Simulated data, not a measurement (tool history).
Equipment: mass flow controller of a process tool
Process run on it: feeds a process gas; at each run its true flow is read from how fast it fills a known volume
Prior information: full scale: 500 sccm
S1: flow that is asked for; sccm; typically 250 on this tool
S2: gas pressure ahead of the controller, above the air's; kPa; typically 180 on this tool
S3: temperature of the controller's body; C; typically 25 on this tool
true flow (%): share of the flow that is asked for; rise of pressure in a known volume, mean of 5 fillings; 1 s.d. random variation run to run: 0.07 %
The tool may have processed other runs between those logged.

Run 1, hour 0: usual settings. Result: true flow (%) 98.93.
Run 2, hour 419.9: usual settings. Result: true flow (%) 98.9.
Run 3, hour 778.2: usual settings but S2 142 kPa. Result: true flow (%) 98.49.
Run 4, hour 988.8: usual settings. Result: true flow (%) 98.7.
Run 5, hour 1252.7: usual settings. Result: true flow (%) 98.76.
Run 6, hour 1452.5: usual settings. Result: true flow (%) 98.59.
Run 7, hour 1761.3: usual settings. Result: true flow (%) 98.6.
Run 8, hour 1950.4: usual settings but S2 267 kPa. Result: true flow (%) 99.21.
Run 9, hour 2333.3: usual settings but S2 267 kPa. Result: true flow (%) 98.96.
Run 10, hour 2631: usual settings but S1 305 sccm. Result: true flow (%) 98.59.
Run 11, hour 2990.2: usual settings but S1 305 sccm. Result: true flow (%) 98.51.
Run 12, hour 3354.2: usual settings but S2 176 kPa. Result: true flow (%) 98.11.
Run 13, hour 3708.2: usual settings but S2 176 kPa. Result: true flow (%) 98.13.
Run 14, hour 4124.9: usual settings but S2 176 kPa. Result: true flow (%) 98.07.
Run 15, hour 4480.4: usual settings but S2 176 kPa. Result: true flow (%) 98.01.
Run 16, hour 4698.8: usual settings but S2 176 kPa. Result: true flow (%) 97.99.
Run 17, hour 5113.4: usual settings but S2 176 kPa. Result: true flow (%) 97.75.
Run 18, hour 5363.6: usual settings but S2 176 kPa. Result: true flow (%) 97.67.
Run 19, hour 5788.6: usual settings. Result: true flow (%) 97.74.
Run 20, hour 6197: usual settings. Result: true flow (%) 97.49.
Run 21, hour 6514.9: usual settings. Result: true flow (%) 97.58.
Run 22, hour 6728.9: usual settings. Result: true flow (%) 97.53.
Run 23, hour 7062.2: usual settings. Result: true flow (%) 97.31.
Run 24, hour 7329.8: usual settings. Result: true flow (%) 97.3.
Run 25, hour 7637.5: usual settings. Result: true flow (%) 97.26.
Run 26, hour 7827.7: usual settings but S2 155 kPa, S3 23 C. Result: true flow (%) 97.13.
Run 27, hour 8114.9: usual settings but S1 269 sccm, S2 257 kPa, S3 32 C. Result: true flow (%) 97.33.
Run 28, hour 8341: usual settings but S1 269 sccm, S2 257 kPa, S3 32 C. Result: true flow (%) 97.33.
Run 29, hour 8653.2: usual settings but S1 63 sccm, S2 221 kPa, S3 20 C. Result: true flow (%) 97.05.
Run 30, hour 9004.2: usual settings but S1 192 sccm, S2 220 kPa, S3 27 C. Result: true flow (%) 96.85.
Run 31, hour 9411.2: usual settings but S1 192 sccm, S2 218 kPa, S3 39 C. Result: true flow (%) 96.1.
Run 32, hour 9697.4: usual settings but S3 22 C. Result: true flow (%) 97.11.
At hour 9736.2: gauge calibrated.
At hour 9736.7: controller's zero set anew.
Run 33, hour 9935.5: usual settings but S2 162 kPa, S3 35 C. Result: true flow (%) 98.16.
Run 34, hour 10296: usual settings but S2 162 kPa, S3 35 C. Result: true flow (%) 98.23.
Run 35, hour 10509.6: usual settings but S2 176 kPa, S3 35 C. Result: true flow (%) 98.06.
Run 36, hour 10749.6: usual settings but S1 168 sccm, S2 176 kPa, S3 22 C. Result: true flow (%) 98.67.
Run 37, hour 10990: usual settings but S1 168 sccm, S2 176 kPa, S3 22 C. Result: true flow (%) 98.48.
Run 38, hour 11384.3: usual settings but S1 168 sccm, S2 176 kPa, S3 31 C. Result: true flow (%) 97.98.
Run 39, hour 11692.5: usual settings but S1 455 sccm, S2 237 kPa, S3 35 C. Result: true flow (%) 99.
Run 40, hour 11916.1: usual settings but S1 197 sccm, S2 184 kPa, S3 31 C. Result: true flow (%) 97.88.
Run 41, hour 12216.2: usual settings but S1 482 sccm, S2 269 kPa. Result: true flow (%) 99.84.
At hour 12357.7: controller exchanged for a calibrated one.
Run 42, hour 12540.5: usual settings but S1 482 sccm, S2 269 kPa. Result: true flow (%) 99.79.
Run 43, hour 12923.1: usual settings but S2 275 kPa, S3 24 C. Result: true flow (%) 99.1.
Run 44, hour 13216: usual settings but S1 75 sccm, S2 277 kPa, S3 33 C. Result: true flow (%) 97.88.
Run 45, hour 13514.4: usual settings but S1 75 sccm, S2 277 kPa, S3 33 C. Result: true flow (%) 97.61.
Run 46, hour 13817.1: usual settings but S2 169 kPa. Result: true flow (%) 97.99.
Run 47, hour 14224.6: usual settings but S2 169 kPa. Result: true flow (%) 97.81.
Run 48, hour 14476.9: usual settings but S1 462 sccm, S2 260 kPa, S3 21 C. Result: true flow (%) 99.5.
Run 49, hour 14832.2: usual settings but S1 110 sccm, S2 229 kPa, S3 23 C. Result: true flow (%) 97.81.

Some steps in true flow (%), run to run, broken into two amounts with sign: the step expected even without the hidden condition (settings, incoming material, random variation), and the rest, left for the hidden condition together with whatever gauge scatter is not in both the measured and the hidden-condition-free result:
The tool's hidden condition here consists of: flow at rest that the sensor doesn't see, % of full scale; true flow over the shown one, %; drift of the gauge itself on true_pct, %.
Run 18 -> 19: S2 176 -> 180. true flow (%) +0.07: hidden state -0.1, all else +0.17.
Run 32 -> 33: S2 180 -> 162, S3 22 -> 35, gauge calibrated, controller's zero set anew. true flow (%) +1.05: hidden state +2.09, all else -1.04.
Run 40 -> 41: S1 197 -> 482, S2 184 -> 269, S3 31 -> 25. true flow (%) +1.96: hidden state -0.07, all else +2.03.
Run 46 -> 47: no setting touched and nothing written in the log between the runs. true flow (%) -0.18: hidden state -0.1, all else -0.08.
Run 47 -> 48: S1 250 -> 462, S2 169 -> 260, S3 25 -> 21. true flow (%) +1.69: hidden state -0.07, all else +1.76.
Run 48 -> 49: S1 462 -> 110, S2 260 -> 229, S3 21 -> 23. true flow (%) -1.69: hidden state -0.06, all else -1.63.
